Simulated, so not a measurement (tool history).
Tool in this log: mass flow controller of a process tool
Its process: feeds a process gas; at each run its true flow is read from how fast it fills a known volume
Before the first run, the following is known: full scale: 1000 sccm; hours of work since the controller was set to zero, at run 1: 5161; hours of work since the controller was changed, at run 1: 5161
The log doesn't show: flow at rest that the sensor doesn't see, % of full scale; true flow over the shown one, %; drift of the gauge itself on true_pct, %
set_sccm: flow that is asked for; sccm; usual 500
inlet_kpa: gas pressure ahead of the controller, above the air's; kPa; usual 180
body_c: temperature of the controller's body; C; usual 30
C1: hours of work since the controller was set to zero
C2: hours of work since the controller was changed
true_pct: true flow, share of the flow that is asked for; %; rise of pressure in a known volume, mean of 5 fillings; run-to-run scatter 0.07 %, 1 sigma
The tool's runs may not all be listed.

run 1 hour=0.0 | set_sccm=500 inlet_kpa=180 body_c=30 | C1=5161 C2=5161 | true_pct=99.26
run 2 hour=207.7 | set_sccm=500 inlet_kpa=180 body_c=30 | C1=5277 C2=5277 | true_pct=99.20
run 3 hour=551.7 | set_sccm=500 inlet_kpa=191 body_c=30 | C1=5469 C2=5469 | true_pct=99.24
run 4 hour=776.9 | set_sccm=500 inlet_kpa=180 body_c=33 | C1=5595 C2=5595 | true_pct=99.41
run 5 hour=1265.3 | set_sccm=500 inlet_kpa=180 body_c=30 | C1=5868 C2=5868 | true_pct=98.96
run 6 hour=1497.1 | set_sccm=500 inlet_kpa=180 body_c=30 | C1=5998 C2=5998 | true_pct=98.90
run 7 hour=1781.1 | set_sccm=500 inlet_kpa=180 body_c=30 | C1=6157 C2=6157 | true_pct=98.80
run 8 hour=2212.1 | set_sccm=500 inlet_kpa=192 body_c=30 | C1=6397 C2=6397 | true_pct=98.77
run 9 hour=2427.0 | set_sccm=500 inlet_kpa=180 body_c=30 | C1=6518 C2=6518 | true_pct=98.71
run 10 hour=2791.7 | set_sccm=500 inlet_kpa=180 body_c=30 | C1=6721 C2=6721 | true_pct=98.64
-- hour=2924.6 controller's zero set anew
run 11 hour=3064.3 | set_sccm=500 inlet_kpa=180 body_c=36 | C1=78 C2=6873 | true_pct=98.97
run 12 hour=3290.6 | set_sccm=500 inlet_kpa=180 body_c=36 | C1=205 C2=7000 | true_pct=98.91
run 13 hour=3703.5 | set_sccm=500 inlet_kpa=180 body_c=30 | C1=435 C2=7231 | true_pct=98.41
run 14 hour=4099.2 | set_sccm=500 inlet_kpa=180 body_c=30 | C1=656 C2=7452 | true_pct=98.33
run 15 hour=4483.2 | set_sccm=500 inlet_kpa=180 body_c=30 | C1=871 C2=7666 | true_pct=98.11
run 16 hour=4751.5 | set_sccm=500 inlet_kpa=180 body_c=30 | C1=1021 C2=7816 | true_pct=98.18
run 17 hour=5135.6 | set_sccm=532 inlet_kpa=201 body_c=30 | C1=1236 C2=8031 | true_pct=98.20
run 18 hour=5537.2 | set_sccm=532 inlet_kpa=201 body_c=30 | C1=1460 C2=8255 | true_pct=98.09
run 19 hour=5867.0 | set_sccm=532 inlet_kpa=201 body_c=30 | C1=1644 C2=8440 | true_pct=98.02
run 20 hour=6168.3 | set_sccm=256 inlet_kpa=152 body_c=28 | C1=1813 C2=8608 | true_pct=97.04
-- hour=6634.3 gauge calibrated
run 21 hour=6634.3 | set_sccm=256 inlet_kpa=152 body_c=28 | C1=2073 C2=8869 | true_pct=98.57
run 22 hour=6976.4 | set_sccm=256 inlet_kpa=152 body_c=28 | C1=2264 C2=9060 | true_pct=98.45
run 23 hour=7247.6 | set_sccm=500 inlet_kpa=185 body_c=36 | C1=2416 C2=9211 | true_pct=99.68
run 24 hour=7498.7 | set_sccm=532 inlet_kpa=182 body_c=32 | C1=2556 C2=9352 | true_pct=99.33
run 25 hour=7734.1 | set_sccm=674 inlet_kpa=144 body_c=33 | C1=2688 C2=9483 | true_pct=99.43
run 26 hour=8040.9 | set_sccm=219 inlet_kpa=159 body_c=31 | C1=2859 C2=9655 | true_pct=98.40
run 27 hour=8430.2 | set_sccm=562 inlet_kpa=195 body_c=20 | C1=3077 C2=9872 | true_pct=98.46
run 28 hour=8857.6 | set_sccm=400 inlet_kpa=199 body_c=20 | C1=3316 C2=10111 | true_pct=97.93
run 29 hour=9273.0 | set_sccm=500 inlet_kpa=237 body_c=26 | C1=3548 C2=10343 | true_pct=98.69
run 30 hour=9649.3 | set_sccm=500 inlet_kpa=237 body_c=26 | C1=3758 C2=10554 | true_pct=98.41

Measured minus without-hidden-state, run by run (identical run-to-run variation in each term; gauge scatter may differ):
run=1 true_pct=-0.01
run=2 true_pct=-0.06
run=3 true_pct=-0.15
run=4 true_pct=-0.20
run=5 true_pct=-0.33
run=6 true_pct=-0.39
run=7 true_pct=-0.46
run=8 true_pct=-0.57
run=9 true_pct=-0.62
run=10 true_pct=-0.72
run=11 true_pct=-0.79
run=12 true_pct=-0.85
run=13 true_pct=-0.95
run=14 true_pct=-1.05
run=15 true_pct=-1.15
run=16 true_pct=-1.22
run=17 true_pct=-1.32
run=18 true_pct=-1.42
run=19 true_pct=-1.50
run=20 true_pct=-1.57
run=21 true_pct=+0.00
run=22 true_pct=-0.09
run=23 true_pct=-0.17
run=24 true_pct=-0.23
run=25 true_pct=-0.29
run=26 true_pct=-0.36
run=27 true_pct=-0.47
run=28 true_pct=-0.57
run=29 true_pct=-0.68
run=30 true_pct=-0.77
